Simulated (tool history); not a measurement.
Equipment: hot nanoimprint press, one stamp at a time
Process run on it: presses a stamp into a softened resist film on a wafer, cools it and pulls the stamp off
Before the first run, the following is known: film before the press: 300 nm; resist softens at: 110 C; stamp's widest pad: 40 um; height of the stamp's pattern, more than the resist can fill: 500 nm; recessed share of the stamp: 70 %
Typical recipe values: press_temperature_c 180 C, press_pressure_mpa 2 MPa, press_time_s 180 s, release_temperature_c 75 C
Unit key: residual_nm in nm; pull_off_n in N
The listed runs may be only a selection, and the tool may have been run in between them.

{"run": 1, "hour": 0.0, "press_temperature_c": 180, "press_pressure_mpa": 2, "press_time_s": 180, "release_temperature_c": 75, "residual_nm": 138, "pull_off_n": 203}
{"hour": 23.7, "done": "stamp cleaned and given a new release coat"}
{"run": 2, "hour": 26.8, "press_temperature_c": 180, "press_pressure_mpa": 2, "press_time_s": 180, "release_temperature_c": 75, "residual_nm": 138.5, "pull_off_n": 203}
{"run": 3, "hour": 46.2, "press_temperature_c": 180, "press_pressure_mpa": 2, "press_time_s": 180, "release_temperature_c": 75, "residual_nm": 137.5, "pull_off_n": 202}
{"run": 4, "hour": 57.0, "press_temperature_c": 180, "press_pressure_mpa": 2, "press_time_s": 273, "release_temperature_c": 75, "residual_nm": 116.2, "pull_off_n": 204}
{"run": 5, "hour": 76.8, "press_temperature_c": 180, "press_pressure_mpa": 2.27, "press_time_s": 180, "release_temperature_c": 75, "residual_nm": 131.7, "pull_off_n": 203}
{"run": 6, "hour": 92.7, "press_temperature_c": 178, "press_pressure_mpa": 2.27, "press_time_s": 180, "release_temperature_c": 75, "residual_nm": 146.3, "pull_off_n": 203}
{"run": 7, "hour": 105.5, "press_temperature_c": 178, "press_pressure_mpa": 2.27, "press_time_s": 180, "release_temperature_c": 75, "residual_nm": 145.8, "pull_off_n": 205}
{"run": 8, "hour": 123.3, "press_temperature_c": 180, "press_pressure_mpa": 2, "press_time_s": 180, "release_temperature_c": 75, "residual_nm": 139.7, "pull_off_n": 201}
{"run": 9, "hour": 133.2, "press_temperature_c": 180, "press_pressure_mpa": 2, "press_time_s": 180, "release_temperature_c": 75, "residual_nm": 140.3, "pull_off_n": 205}
{"run": 10, "hour": 153.4, "press_temperature_c": 180, "press_pressure_mpa": 2, "press_time_s": 180, "release_temperature_c": 75, "residual_nm": 140.1, "pull_off_n": 203}
{"run": 11, "hour": 170.0, "press_temperature_c": 180, "press_pressure_mpa": 2, "press_time_s": 180, "release_temperature_c": 75, "residual_nm": 141.3, "pull_off_n": 203}
{"run": 12, "hour": 190.3, "press_temperature_c": 180, "press_pressure_mpa": 1.31, "press_time_s": 180, "release_temperature_c": 75, "residual_nm": 164.9, "pull_off_n": 203}
{"hour": 206.8, "done": "stamp cleaned and given a new release coat"}
{"run": 13, "hour": 218.0, "press_temperature_c": 180, "press_pressure_mpa": 1.31, "press_time_s": 180, "release_temperature_c": 75, "residual_nm": 165.1, "pull_off_n": 204}
{"run": 14, "hour": 227.4, "press_temperature_c": 180, "press_pressure_mpa": 1.31, "press_time_s": 180, "release_temperature_c": 75, "residual_nm": 163.7, "pull_off_n": 202}
{"run": 15, "hour": 243.3, "press_temperature_c": 180, "press_pressure_mpa": 1.31, "press_time_s": 180, "release_temperature_c": 75, "residual_nm": 165.4, "pull_off_n": 204}
{"run": 16, "hour": 254.1, "press_temperature_c": 175, "press_pressure_mpa": 1.23, "press_time_s": 180, "release_temperature_c": 61, "residual_nm": 206, "pull_off_n": 237}
{"run": 17, "hour": 272.6, "press_temperature_c": 175, "press_pressure_mpa": 1.23, "press_time_s": 128, "release_temperature_c": 75, "residual_nm": 224, "pull_off_n": 203}
{"run": 18, "hour": 288.6, "press_temperature_c": 188, "press_pressure_mpa": 1.75, "press_time_s": 205, "release_temperature_c": 64, "residual_nm": 96, "pull_off_n": 228}
{"run": 19, "hour": 309.6, "press_temperature_c": 187, "press_pressure_mpa": 1.5, "press_time_s": 122, "release_temperature_c": 75, "residual_nm": 135.3, "pull_off_n": 202}
{"run": 20, "hour": 322.0, "press_temperature_c": 187, "press_pressure_mpa": 1.5, "press_time_s": 122, "release_temperature_c": 75, "residual_nm": 133.5, "pull_off_n": 203}
{"run": 21, "hour": 343.2, "press_temperature_c": 187, "press_pressure_mpa": 1.5, "press_time_s": 122, "release_temperature_c": 75, "residual_nm": 134.4, "pull_off_n": 205}
{"hour": 353.9, "done": "gauge calibrated"}
{"run": 22, "hour": 362.2, "press_temperature_c": 187, "press_pressure_mpa": 1.5, "press_time_s": 122, "release_temperature_c": 75, "residual_nm": 131.7, "pull_off_n": 204}

For run 23, what comes out?
{"run": 23, "hour": 381.4, "press_temperature_c": 187, "press_pressure_mpa": 1.5, "press_time_s": 122, "release_temperature_c": 75, "residual_nm": "?", "pull_off_n": "?"}

Run 23 gave residual_nm 131.2 nm, pull_off_n 205 N.
Had the tool carried no hidden state, the very same run would have given residual_nm 130.6 nm, pull_off_n 204 N.
